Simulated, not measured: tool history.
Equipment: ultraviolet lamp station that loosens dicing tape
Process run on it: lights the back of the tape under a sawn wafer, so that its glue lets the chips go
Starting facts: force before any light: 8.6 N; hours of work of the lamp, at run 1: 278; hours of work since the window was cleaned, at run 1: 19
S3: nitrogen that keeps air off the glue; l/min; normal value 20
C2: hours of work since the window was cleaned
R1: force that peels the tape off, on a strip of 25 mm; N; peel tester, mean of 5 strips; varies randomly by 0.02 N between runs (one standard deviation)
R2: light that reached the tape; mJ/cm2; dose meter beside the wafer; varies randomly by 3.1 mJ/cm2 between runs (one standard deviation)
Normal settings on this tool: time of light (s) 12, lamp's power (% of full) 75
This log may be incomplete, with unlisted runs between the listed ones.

{"run": 1, "hour": 0.0, "time of light (s)": 12, "lamp's power (% of full)": 75, "S3": 20, "hours of work of the lamp": 278, "C2": 19, "R1": 1.248, "R2": 428}
{"run": 2, "hour": 12.7, "time of light (s)": 12, "lamp's power (% of full)": 75, "S3": 20, "hours of work of the lamp": 285, "C2": 26, "R1": 1.202, "R2": 431}
{"run": 3, "hour": 26.1, "time of light (s)": 12, "lamp's power (% of full)": 75, "S3": 20, "hours of work of the lamp": 292, "C2": 33, "R1": 1.168, "R2": 429}
{"run": 4, "hour": 36.4, "time of light (s)": 12, "lamp's power (% of full)": 75, "S3": 20, "hours of work of the lamp": 298, "C2": 39, "R1": 1.212, "R2": 427}
{"run": 5, "hour": 52.5, "time of light (s)": 12, "lamp's power (% of full)": 75, "S3": 20, "hours of work of the lamp": 307, "C2": 48, "R1": 1.211, "R2": 426}
{"run": 6, "hour": 62.1, "time of light (s)": 12, "lamp's power (% of full)": 75, "S3": 16, "hours of work of the lamp": 312, "C2": 53, "R1": 1.461, "R2": 419}
{"run": 7, "hour": 72.2, "time of light (s)": 10, "lamp's power (% of full)": 75, "S3": 20, "hours of work of the lamp": 317, "C2": 58, "R1": 1.656, "R2": 352}
{"run": 8, "hour": 86.9, "time of light (s)": 10, "lamp's power (% of full)": 75, "S3": 20, "hours of work of the lamp": 325, "C2": 66, "R1": 1.669, "R2": 357}
{"run": 9, "hour": 96.6, "time of light (s)": 10, "lamp's power (% of full)": 75, "S3": 20, "hours of work of the lamp": 331, "C2": 72, "R1": 1.767, "R2": 345}
{"run": 10, "hour": 108.6, "time of light (s)": 10, "lamp's power (% of full)": 75, "S3": 20, "hours of work of the lamp": 337, "C2": 78, "R1": 1.764, "R2": 348}
{"run": 11, "hour": 120.2, "time of light (s)": 12, "lamp's power (% of full)": 75, "S3": 20, "hours of work of the lamp": 344, "C2": 85, "R1": 1.306, "R2": 411}
{"run": 12, "hour": 129.3, "time of light (s)": 12, "lamp's power (% of full)": 75, "S3": 20, "hours of work of the lamp": 349, "C2": 90, "R1": 1.297, "R2": 407}
{"hour": 131.1, "done": "window cleaned of glue's vapour"}
{"run": 13, "hour": 142.4, "time of light (s)": 12, "lamp's power (% of full)": 75, "S3": 27, "hours of work of the lamp": 356, "C2": 6, "R1": 1.17, "R2": 398}
{"run": 14, "hour": 153.8, "time of light (s)": 12, "lamp's power (% of full)": 75, "S3": 6, "hours of work of the lamp": 362, "C2": 12, "R1": 2.65, "R2": 393}
{"hour": 165.3, "done": "window cleaned of glue's vapour, once more"}
{"run": 15, "hour": 169.3, "time of light (s)": 12, "lamp's power (% of full)": 95, "S3": 20, "hours of work of the lamp": 370, "C2": 2, "R1": 0.755, "R2": 538}
{"run": 16, "hour": 182.8, "time of light (s)": 12, "lamp's power (% of full)": 95, "S3": 20, "hours of work of the lamp": 377, "C2": 10, "R1": 0.772, "R2": 541}
{"run": 17, "hour": 191.8, "time of light (s)": 12, "lamp's power (% of full)": 95, "S3": 20, "hours of work of the lamp": 382, "C2": 15, "R1": 0.8, "R2": 535}
{"run": 18, "hour": 203.1, "time of light (s)": 12, "lamp's power (% of full)": 95, "S3": 20, "hours of work of the lamp": 389, "C2": 21, "R1": 0.783, "R2": 536}
{"run": 19, "hour": 214.7, "time of light (s)": 12, "lamp's power (% of full)": 68, "S3": 20, "hours of work of the lamp": 395, "C2": 27, "R1": 1.492, "R2": 381}
{"run": 20, "hour": 225.1, "time of light (s)": 12, "lamp's power (% of full)": 75, "S3": 20, "hours of work of the lamp": 401, "C2": 33, "R1": 1.294, "R2": 418}
{"run": 21, "hour": 232.4, "time of light (s)": 12, "lamp's power (% of full)": 78, "S3": 20, "hours of work of the lamp": 405, "C2": 37, "R1": 1.224, "R2": 436}
{"run": 22, "hour": 248.7, "time of light (s)": 19, "lamp's power (% of full)": 94, "S3": 15, "hours of work of the lamp": 414, "C2": 46, "R1": 0.381, "R2": 818}
{"run": 23, "hour": 256.3, "time of light (s)": 12, "lamp's power (% of full)": 63, "S3": 6, "hours of work of the lamp": 418, "C2": 50, "R1": 3.201, "R2": 348}
{"run": 24, "hour": 270.8, "time of light (s)": 10, "lamp's power (% of full)": 65, "S3": 31, "hours of work of the lamp": 426, "C2": 58, "R1": 1.812, "R2": 297}
{"run": 25, "hour": 281.8, "time of light (s)": 22, "lamp's power (% of full)": 90, "S3": 19, "hours of work of the lamp": 432, "C2": 64, "R1": 0.268, "R2": 892}
{"run": 26, "hour": 295.1, "time of light (s)": 15, "lamp's power (% of full)": 75, "S3": 10, "hours of work of the lamp": 439, "C2": 71, "R1": 1.408, "R2": 507}
{"run": 27, "hour": 307.0, "time of light (s)": 15, "lamp's power (% of full)": 75, "S3": 10, "hours of work of the lamp": 446, "C2": 78, "R1": 1.432, "R2": 509}
{"run": 28, "hour": 323.6, "time of light (s)": 15, "lamp's power (% of full)": 75, "S3": 10, "hours of work of the lamp": 455, "C2": 87, "R1": 1.469, "R2": 500}
{"run": 29, "hour": 338.4, "time of light (s)": 6, "lamp's power (% of full)": 89, "S3": 20, "hours of work of the lamp": 463, "C2": 95, "R1": 2.821, "R2": 232}
{"run": 30, "hour": 349.6, "time of light (s)": 14, "lamp's power (% of full)": 86, "S3": 32, "hours of work of the lamp": 469, "C2": 101, "R1": 0.571, "R2": 535}
{"run": 31, "hour": 363.6, "time of light (s)": 6, "lamp's power (% of full)": 86, "S3": 32, "hours of work of the lamp": 477, "C2": 109, "R1": 2.448, "R2": 225}
{"run": 32, "hour": 378.5, "time of light (s)": 12, "lamp's power (% of full)": 67, "S3": 8, "hours of work of the lamp": 485, "C2": 117, "R1": 2.677, "R2": 350}
{"run": 33, "hour": 393.6, "time of light (s)": 11, "lamp's power (% of full)": 92, "S3": 7, "hours of work of the lamp": 493, "C2": 125, "R1": 2.273, "R2": 439}
{"run": 34, "hour": 408.5, "time of light (s)": 12, "lamp's power (% of full)": 75, "S3": 19, "hours of work of the lamp": 501, "C2": 133, "R1": 1.508, "R2": 384}
{"run": 35, "hour": 421.1, "time of light (s)": 8, "lamp's power (% of full)": 62, "S3": 24, "hours of work of the lamp": 508, "C2": 140, "R1": 3.014, "R2": 211}
{"run": 36, "hour": 428.3, "time of light (s)": 8, "lamp's power (% of full)": 62, "S3": 24, "hours of work of the lamp": 512, "C2": 144, "R1": 3.026, "R2": 210}
{"run": 37, "hour": 445.1, "time of light (s)": 8, "lamp's power (% of full)": 62, "S3": 24, "hours of work of the lamp": 521, "C2": 153, "R1": 2.943, "R2": 212}
{"run": 38, "hour": 454.0, "time of light (s)": 8, "lamp's power (% of full)": 73, "S3": 7, "hours of work of the lamp": 526, "C2": 158, "R1": 4.045, "R2": 249}
{"run": 39, "hour": 466.2, "time of light (s)": 6, "lamp's power (% of full)": 73, "S3": 37, "hours of work of the lamp": 533, "C2": 165, "R1": 3.144, "R2": 184}
{"run": 40, "hour": 477.0, "time of light (s)": 8, "lamp's power (% of full)": 71, "S3": 20, "hours of work of the lamp": 539, "C2": 171, "R1": 2.702, "R2": 235}
{"run": 41, "hour": 488.8, "time of light (s)": 8, "lamp's power (% of full)": 94, "S3": 8, "hours of work of the lamp": 545, "C2": 177, "R1": 3.072, "R2": 310}
{"run": 42, "hour": 500.9, "time of light (s)": 8, "lamp's power (% of full)": 94, "S3": 8, "hours of work of the lamp": 552, "C2": 184, "R1": 3.333, "R2": 310}

Describe how what the log doesn't record of the tool's condition differs between the last listed run preceding each entry between runs and the first listed run following it.
Logged between run 12 and run 13: window cleaned of glue's vapour (hour 131.1)
  lamp's light, % of a new lamp's: 89.7 -> 89.5; light that the window lets through, % of a clean one's: 95.4 -> 92
  measured minus no-state result, R1: +0.331 -> +0.377 N; R2: -69 -> -86 mJ/cm2
Logged between run 14 and run 15: window cleaned of glue's vapour, once more (hour 165.3)
  lamp's light, % of a new lamp's: 89.3 -> 89.1; light that the window lets through, % of a clean one's: 91.7 -> 99.6
  measured minus no-state result, R1: +0.579 -> +0.172 N; R2: -87 -> -69 mJ/cm2
